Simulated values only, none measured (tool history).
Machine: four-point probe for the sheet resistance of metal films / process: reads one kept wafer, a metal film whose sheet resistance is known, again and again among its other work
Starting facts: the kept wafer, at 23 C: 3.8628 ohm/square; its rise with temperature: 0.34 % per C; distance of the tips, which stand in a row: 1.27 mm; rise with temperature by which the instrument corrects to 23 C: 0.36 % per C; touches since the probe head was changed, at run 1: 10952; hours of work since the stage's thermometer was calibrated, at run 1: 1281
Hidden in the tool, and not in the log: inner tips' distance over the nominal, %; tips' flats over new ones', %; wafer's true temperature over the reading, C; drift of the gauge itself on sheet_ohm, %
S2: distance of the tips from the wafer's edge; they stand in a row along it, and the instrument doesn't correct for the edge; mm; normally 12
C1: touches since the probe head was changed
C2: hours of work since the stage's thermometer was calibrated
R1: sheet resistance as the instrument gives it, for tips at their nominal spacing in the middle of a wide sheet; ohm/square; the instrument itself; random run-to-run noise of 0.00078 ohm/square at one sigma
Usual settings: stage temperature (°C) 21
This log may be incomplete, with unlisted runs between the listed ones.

{"run": 1, "hour": 0.0, "stage temperature (°C)": 21, "S2": 12, "C1": 10952, "C2": 1281, "R1": 3.901888}
{"run": 2, "hour": 45.9, "stage temperature (°C)": 21, "S2": 12, "C1": 13612, "C2": 1316, "R1": 3.901049}
{"run": 3, "hour": 100.8, "stage temperature (°C)": 21, "S2": 12, "C1": 16787, "C2": 1357, "R1": 3.900324}
{"run": 4, "hour": 136.4, "stage temperature (°C)": 21, "S2": 12, "C1": 18848, "C2": 1384, "R1": 3.898895}
{"run": 5, "hour": 177.3, "stage temperature (°C)": 33, "S2": 12, "C1": 21221, "C2": 1414, "R1": 3.885406}
{"run": 6, "hour": 235.4, "stage temperature (°C)": 21, "S2": 11, "C1": 24583, "C2": 1458, "R1": 3.900615}
{"run": 7, "hour": 277.5, "stage temperature (°C)": 21, "S2": 11, "C1": 27022, "C2": 1489, "R1": 3.901082}
{"run": 8, "hour": 328.4, "stage temperature (°C)": 21, "S2": 11, "C1": 29965, "C2": 1527, "R1": 3.899614}
{"run": 9, "hour": 364.0, "stage temperature (°C)": 21, "S2": 11, "C1": 32032, "C2": 1554, "R1": 3.898764}
{"run": 10, "hour": 388.5, "stage temperature (°C)": 32, "S2": 12, "C1": 33447, "C2": 1572, "R1": 3.883455}
{"run": 11, "hour": 415.7, "stage temperature (°C)": 29, "S2": 12, "C1": 35021, "C2": 1593, "R1": 3.884674}
{"run": 12, "hour": 463.2, "stage temperature (°C)": 31, "S2": 29, "C1": 37773, "C2": 1628, "R1": 3.862273}
{"run": 13, "hour": 495.2, "stage temperature (°C)": 31, "S2": 12, "C1": 39630, "C2": 1652, "R1": 3.881768}
{"run": 14, "hour": 525.0, "stage temperature (°C)": 21, "S2": 44, "C1": 41351, "C2": 1675, "R1": 3.868892}
{"run": 15, "hour": 571.1, "stage temperature (°C)": 26, "S2": 6, "C1": 44025, "C2": 1709, "R1": 3.952277}
{"hour": 576.5, "done": "stage's thermometer calibrated"}
{"run": 16, "hour": 613.8, "stage temperature (°C)": 18, "S2": 13, "C1": 46464, "C2": 28, "R1": 3.886385}
{"run": 17, "hour": 648.7, "stage temperature (°C)": 28, "S2": 46, "C1": 48485, "C2": 54, "R1": 3.857032}
{"run": 18, "hour": 693.7, "stage temperature (°C)": 21, "S2": 15, "C1": 51095, "C2": 88, "R1": 3.875967}
{"run": 19, "hour": 736.1, "stage temperature (°C)": 21, "S2": 15, "C1": 53549, "C2": 120, "R1": 3.874993}
{"run": 20, "hour": 782.0, "stage temperature (°C)": 27, "S2": 11, "C1": 56206, "C2": 154, "R1": 3.881263}
{"run": 21, "hour": 826.2, "stage temperature (°C)": 21, "S2": 35, "C1": 58764, "C2": 187, "R1": 3.86104}

Consider 5 possible next runs. They are alternatives, not a sequence: every one starts from the tool as it was left by run 21. What does each give?
{"run": "A", "hour": 860.6, "stage temperature (°C)": 35, "S2": 10, "C1": 60760, "C2": 213, "R1": "?"}
{"run": "B", "hour": 860.6, "stage temperature (°C)": 21, "S2": 8, "C1": 60760, "C2": 213, "R1": "?"}
{"run": "C", "hour": 860.6, "stage temperature (°C)": 22, "S2": 5, "C1": 60760, "C2": 213, "R1": "?"}
{"run": "D", "hour": 860.6, "stage temperature (°C)": 20, "S2": 12, "C1": 60760, "C2": 213, "R1": "?"}
{"run": "E", "hour": 860.6, "stage temperature (°C)": 31, "S2": 3, "C1": 60760, "C2": 213, "R1": "?"}

run=A R1=3.876949
run=B R1=3.909767
run=C R1=3.986134
run=D R1=3.882346
run=E R1=4.184306
With the hidden condition removed and each run's random variation left untouched, the same runs would have given:
run=A R1=3.883741
run=B R1=3.916903
run=C R1=3.993386
run=D R1=3.889454
run=E R1=4.191716

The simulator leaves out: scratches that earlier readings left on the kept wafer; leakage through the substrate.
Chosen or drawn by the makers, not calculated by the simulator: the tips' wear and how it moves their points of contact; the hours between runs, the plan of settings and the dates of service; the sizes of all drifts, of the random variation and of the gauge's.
